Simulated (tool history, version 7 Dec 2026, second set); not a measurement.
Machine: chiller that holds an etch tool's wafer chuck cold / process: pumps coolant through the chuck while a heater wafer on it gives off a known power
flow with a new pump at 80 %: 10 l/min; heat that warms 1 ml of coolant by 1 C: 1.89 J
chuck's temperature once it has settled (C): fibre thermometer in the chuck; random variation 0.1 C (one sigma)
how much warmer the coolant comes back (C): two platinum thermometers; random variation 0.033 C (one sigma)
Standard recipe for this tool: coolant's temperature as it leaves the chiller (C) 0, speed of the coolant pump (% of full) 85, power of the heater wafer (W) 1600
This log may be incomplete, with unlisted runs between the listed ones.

| run | hour | coolant's temperature as it leaves the chiller (C) | speed of the coolant pump (% of full) | power of the heater wafer (W) | chuck's temperature once it has settled (C) | how much warmer the coolant comes back (C) |
|---|---|---|---|---|---|---|
| 1 | 0.0 | 0 | 85 | 1600 | 17.1 | 4.97 |
| 2 | 30.0 | 0 | 85 | 1600 | 17.1 | 4.92 |
| 3 | 85.9 | 0 | 85 | 1600 | 17.2 | 4.89 |
| 4 | 128.2 | 0 | 85 | 1782 | 19.3 | 5.44 |
| 5 | 165.0 | 0 | 85 | 1782 | 19.3 | 5.49 |
| 6 | 204.0 | 0 | 85 | 882 | 9.2 | 2.74 |
| 7 | 249.2 | 0 | 85 | 882 | 9.3 | 2.74 |
| 8 | 278.9 | 0 | 85 | 1600 | 17.2 | 4.94 |
| 9 | 312.9 | 0 | 85 | 1600 | 17.2 | 4.87 |
| 10 | 357.6 | 0 | 85 | 1600 | 17.4 | 4.85 |
| 11 | 402.5 | 0 | 85 | 1600 | 17.3 | 4.94 |
| 12 | 445.4 | 0 | 85 | 1600 | 17.4 | 4.94 |
| 13 | 489.0 | 0 | 85 | 1600 | 17.3 | 4.97 |
| 14 | 514.6 | 0 | 85 | 1600 | 17.4 | 4.94 |
| 15 | 555.8 | 0 | 85 | 1600 | 17.4 | 4.92 |
| 16 | 603.7 | 0 | 85 | 1600 | 17.3 | 4.97 |
| 17 | 632.9 | 0 | 85 | 1600 | 17.4 | 4.99 |
| 18 | 685.6 | 0 | 85 | 1600 | 17.4 | 4.95 |
|  | 705.7 | chiller's thermometer calibrated |
| 19 | 743.1 | 0 | 85 | 1600 | 17.7 | 4.94 |
| 20 | 776.5 | 0 | 85 | 824 | 9.1 | 2.54 |
| 21 | 803.4 | 0 | 97 | 1600 | 16.1 | 4.33 |
| 22 | 858.1 | 6 | 87 | 1600 | 23.5 | 4.82 |
|  | 867.2 | coolant pump overhauled |
| 23 | 900.6 | -9 | 84 | 2164 | 16.1 | 6.93 |
| 24 | 936.7 | 3 | 84 | 1594 | 21.5 | 5.10 |
| 25 | 986.7 | -1 | 98 | 2078 | 20.4 | 5.69 |
| 26 | 1031.9 | -2 | 74 | 819 | 8.4 | 2.98 |
|  | 1074.7 | coolant pump overhauled, once more |
| 27 | 1074.7 | 0 | 97 | 1219 | 11.8 | 3.19 |
| 28 | 1117.5 | -3 | 99 | 2357 | 19.8 | 5.98 |
| 29 | 1153.0 | 0 | 80 | 1600 | 18.3 | 5.12 |
| 30 | 1203.8 | 0 | 80 | 1600 | 18.4 | 5.09 |
| 31 | 1231.8 | 0 | 63 | 1600 | 22.3 | 6.48 |
| 32 | 1274.7 | -4 | 73 | 1539 | 14.9 | 5.32 |
| 33 | 1302.8 | -4 | 73 | 1539 | 15.1 | 5.35 |

Each row is a separate what-if for the run after 33, all from the same tool condition, not one after another. Results?
| A | 1338.9 | -5 | 85 | 1514 | ? | ? |
| B | 1338.9 | -6 | 73 | 1771 | ? | ? |
| C | 1338.9 | -6 | 85 | 2249 | ? | ? |

| run | chuck's temperature once it has settled (C) | how much warmer the coolant comes back (C) |
|---|---|---|
| A | 11.7 | 4.45 |
| B | 15.9 | 6.12 |
| C | 18.8 | 6.62 |
The same runs, with their run-to-run variation unchanged, on a tool lacking any hidden condition would have given:
| run | chuck's temperature once it has settled (C) | how much warmer the coolant comes back (C) |
|---|---|---|
| A | 10.7 | 4.45 |
| B | 14.4 | 6.12 |
| C | 17.2 | 6.62 |
